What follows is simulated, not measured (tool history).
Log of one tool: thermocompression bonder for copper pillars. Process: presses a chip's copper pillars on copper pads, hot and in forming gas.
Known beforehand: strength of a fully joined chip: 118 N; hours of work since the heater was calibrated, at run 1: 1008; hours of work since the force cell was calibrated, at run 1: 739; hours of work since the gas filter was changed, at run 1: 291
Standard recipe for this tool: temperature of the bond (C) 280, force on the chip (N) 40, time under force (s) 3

run   hour  temperature of the bond (C)  force on the chip (N)  time under force (s)  hours of work since the heater was calibrated  hours of work since the force cell was calibrated  hours of work since the gas filter was changed  force that shears a chip off (N)
  1      0                          280                     40                     3                                           1008                                                739                                             291                              44.1
  2   41.5                          280                     40                     7                                           1039                                                769                                             322                              58.9
      81.9  -- forming gas filter changed
      94.4  -- heater calibrated with a thermocouple chip
  3  107.6                          280                     40                     3                                             10                                                817                                              18                              47.9
  4    149                          280                     40                     3                                             41                                                848                                              49                              45.7
  5  216.5                          280                     40                     3                                             91                                                898                                              99                                44
  6  247.6                          280                     40                     3                                            114                                                921                                             122                              44.3
  7  296.2                          306                     40                     3                                            150                                                957                                             158                              57.1
     318.7  -- heater calibrated with a thermocouple chip, once more
  8  353.6                          250                     40                     3                                             26                                                999                                             200                              33.6
  9  393.3                          267                     24                     7                                             56                                               1028                                             229                              39.9
 10  428.9                          267                     24                     7                                             82                                               1055                                             256                              39.3
 11    483                          280                     51                     3                                            122                                               1095                                             296                              52.9
 12  535.9                          273                     51                     2                                            162                                               1135                                             335                              41.5
     558.5  -- forming gas filter changed
 13  601.4                          265                     32                     9                                            210                                               1183                                              32                              54.7
 14    657                          280                     46                     4                                            252                                               1224                                              73                              57.8
 15  697.9                          266                     56                     3                                            282                                               1255                                             104                              50.8
 16  750.2                          280                     57                     3                                            321                                               1294                                             143                              58.1

Alternative continuations, all from the tool just after run 16; predict every row:
  A   818                          299                     54                     5                                            372                                               1344                                             193                                 ?
  B   818                          295                     47                     4                                            372                                               1344                                             193                                 ?
  C   818                          280                     40                     9                                            372                                               1344                                             193                                 ?
  D   818                          284                     40                     2                                            372                                               1344                                             193                                 ?

run  force that shears a chip off (N)
  A                              76.2
  B                              64.8
  C                              69.4
  D                              41.4
Stripped of hidden state, with their random variation kept, the same runs would have yielded:
run  force that shears a chip off (N)
  A                              85.3
  B                              73.4
  C                              78.4
  D                              47.7

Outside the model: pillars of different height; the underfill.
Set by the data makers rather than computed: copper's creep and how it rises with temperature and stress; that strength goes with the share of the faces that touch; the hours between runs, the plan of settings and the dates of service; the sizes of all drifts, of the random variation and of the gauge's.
